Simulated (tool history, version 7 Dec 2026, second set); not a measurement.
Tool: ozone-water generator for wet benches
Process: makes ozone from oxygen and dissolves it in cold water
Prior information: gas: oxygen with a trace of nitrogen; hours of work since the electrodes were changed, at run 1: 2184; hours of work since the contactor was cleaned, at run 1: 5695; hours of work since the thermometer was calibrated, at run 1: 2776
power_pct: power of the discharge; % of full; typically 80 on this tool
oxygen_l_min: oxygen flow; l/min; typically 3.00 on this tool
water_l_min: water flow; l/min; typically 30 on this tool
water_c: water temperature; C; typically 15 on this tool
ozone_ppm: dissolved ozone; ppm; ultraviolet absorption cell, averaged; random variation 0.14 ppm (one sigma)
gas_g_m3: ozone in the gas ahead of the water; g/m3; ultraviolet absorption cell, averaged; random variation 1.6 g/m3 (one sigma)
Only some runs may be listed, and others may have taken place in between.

| run | hour | power_pct | oxygen_l_min | water_l_min | water_c | hours of work since the electrodes were changed | hours of work since the contactor was cleaned | hours of work since the thermometer was calibrated | ozone_ppm | gas_g_m3 |
|---|---|---|---|---|---|---|---|---|---|---|
| 1 | 0.0 | 80 | 3.00 | 30 | 15 | 2184 | 5695 | 2776 | 16.2 | 291.1 |
| 2 | 85.0 | 80 | 3.00 | 30 | 15 | 2236 | 5747 | 2828 | 16.4 | 288.9 |
| 3 | 176.3 | 80 | 3.00 | 30 | 15 | 2293 | 5804 | 2884 | 16.2 | 287.9 |
| 4 | 259.1 | 80 | 1.56 | 30 | 15 | 2344 | 5855 | 2935 | 11.7 | 358.0 |
| 5 | 336.5 | 82 | 3.00 | 30 | 15 | 2391 | 5902 | 2983 | 16.3 | 295.1 |
| 6 | 426.6 | 82 | 3.00 | 30 | 14 | 2447 | 5958 | 3039 | 16.5 | 294.0 |
| 7 | 497.0 | 82 | 3.00 | 30 | 14 | 2490 | 6001 | 3082 | 16.7 | 290.7 |
| 8 | 617.6 | 82 | 3.00 | 30 | 14 | 2565 | 6076 | 3156 | 16.7 | 293.0 |
| 9 | 741.9 | 82 | 3.00 | 30 | 14 | 2641 | 6153 | 3233 | 16.3 | 291.4 |
| 10 | 829.3 | 82 | 3.00 | 30 | 14 | 2695 | 6206 | 3287 | 16.5 | 293.3 |
| 11 | 971.4 | 82 | 3.00 | 30 | 14 | 2783 | 6294 | 3375 | 16.3 | 292.0 |
| 12 | 1104.8 | 82 | 3.00 | 30 | 14 | 2865 | 6376 | 3457 | 16.2 | 293.4 |
| 13 | 1199.5 | 82 | 3.00 | 30 | 14 | 2924 | 6435 | 3515 | 16.1 | 292.7 |
| 14 | 1258.7 | 82 | 3.00 | 30 | 14 | 2960 | 6471 | 3552 | 16.4 | 291.5 |
| 15 | 1319.5 | 82 | 3.00 | 30 | 14 | 2998 | 6509 | 3589 | 16.5 | 289.2 |
| 16 | 1443.6 | 82 | 3.00 | 30 | 14 | 3074 | 6585 | 3666 | 16.4 | 291.2 |
|  | 1502.1 | water thermometer calibrated |
| 17 | 1556.6 | 82 | 3.28 | 47 | 14 | 3143 | 6655 | 34 | 9.7 | 285.1 |
| 18 | 1667.3 | 82 | 3.28 | 47 | 14 | 3212 | 6723 | 102 | 9.8 | 281.2 |
| 19 | 1779.3 | 82 | 1.87 | 47 | 14 | 3281 | 6792 | 171 | 7.1 | 339.2 |
| 20 | 1889.3 | 82 | 1.87 | 47 | 14 | 3349 | 6860 | 239 | 7.1 | 338.9 |
| 21 | 1986.5 | 52 | 4.51 | 46 | 12 | 3409 | 6920 | 299 | 9.0 | 191.4 |
| 22 | 2103.3 | 80 | 1.65 | 30 | 15 | 3481 | 6992 | 371 | 11.6 | 343.4 |
| 23 | 2198.3 | 78 | 5.22 | 26 | 9 | 3539 | 7050 | 429 | 24.3 | 233.2 |
| 24 | 2287.4 | 80 | 4.90 | 39 | 20 | 3594 | 7105 | 484 | 13.8 | 244.2 |
| 25 | 2362.4 | 89 | 2.44 | 30 | 15 | 3640 | 7152 | 531 | 15.4 | 326.4 |
| 26 | 2492.9 | 89 | 2.44 | 30 | 15 | 3721 | 7232 | 611 | 15.0 | 326.7 |
| 27 | 2609.0 | 63 | 3.00 | 30 | 15 | 3793 | 7304 | 683 | 13.5 | 246.0 |
| 28 | 2691.7 | 77 | 3.00 | 24 | 15 | 3844 | 7355 | 734 | 19.8 | 278.0 |
| 29 | 2806.0 | 80 | 3.00 | 30 | 10 | 3914 | 7425 | 804 | 16.2 | 283.1 |
| 30 | 2921.0 | 80 | 4.21 | 30 | 10 | 3985 | 7496 | 875 | 18.6 | 253.1 |
| 31 | 3013.2 | 66 | 4.76 | 30 | 15 | 4042 | 7553 | 932 | 16.8 | 217.7 |
| 32 | 3111.0 | 65 | 4.57 | 37 | 9 | 4102 | 7613 | 992 | 13.5 | 218.5 |

Measured minus without-hidden-state, run by run (identical run-to-run variation in each term; gauge scatter may differ):
What the log doesn't record here: yield of the discharge, % of new electrodes'; contactor's efficiency, % of a clean one's; true water temperature over the reading, C; drift of the gauge itself on ozone_ppm, %; drift of the gauge itself on gas_g_m3, %.
| run | ozone_ppm | gas_g_m3 |
|---|---|---|
| 1 | -1.0 | -8.6 |
| 2 | -1.0 | -8.8 |
| 3 | -1.1 | -9.0 |
| 4 | -0.7 | -11.5 |
| 5 | -1.1 | -9.8 |
| 6 | -1.1 | -10.1 |
| 7 | -1.2 | -10.1 |
| 8 | -1.2 | -10.5 |
| 9 | -1.2 | -10.9 |
| 10 | -1.2 | -11.1 |
| 11 | -1.2 | -11.5 |
| 12 | -1.2 | -11.8 |
| 13 | -1.3 | -12.1 |
| 14 | -1.3 | -12.1 |
| 15 | -1.3 | -12.4 |
| 16 | -1.3 | -12.7 |
| 17 | -0.8 | -12.7 |
| 18 | -0.9 | -12.9 |
| 19 | -0.7 | -16.0 |
| 20 | -0.7 | -16.3 |
| 21 | -0.8 | -6.9 |
| 22 | -1.0 | -16.9 |
| 23 | -2.1 | -11.6 |
| 24 | -1.4 | -12.5 |
| 25 | -1.4 | -18.0 |
| 26 | -1.4 | -18.4 |
| 27 | -1.1 | -11.5 |
| 28 | -1.7 | -14.9 |
| 29 | -1.5 | -15.8 |
| 30 | -1.8 | -14.5 |
| 31 | -1.6 | -11.3 |
| 32 | -1.3 | -11.4 |

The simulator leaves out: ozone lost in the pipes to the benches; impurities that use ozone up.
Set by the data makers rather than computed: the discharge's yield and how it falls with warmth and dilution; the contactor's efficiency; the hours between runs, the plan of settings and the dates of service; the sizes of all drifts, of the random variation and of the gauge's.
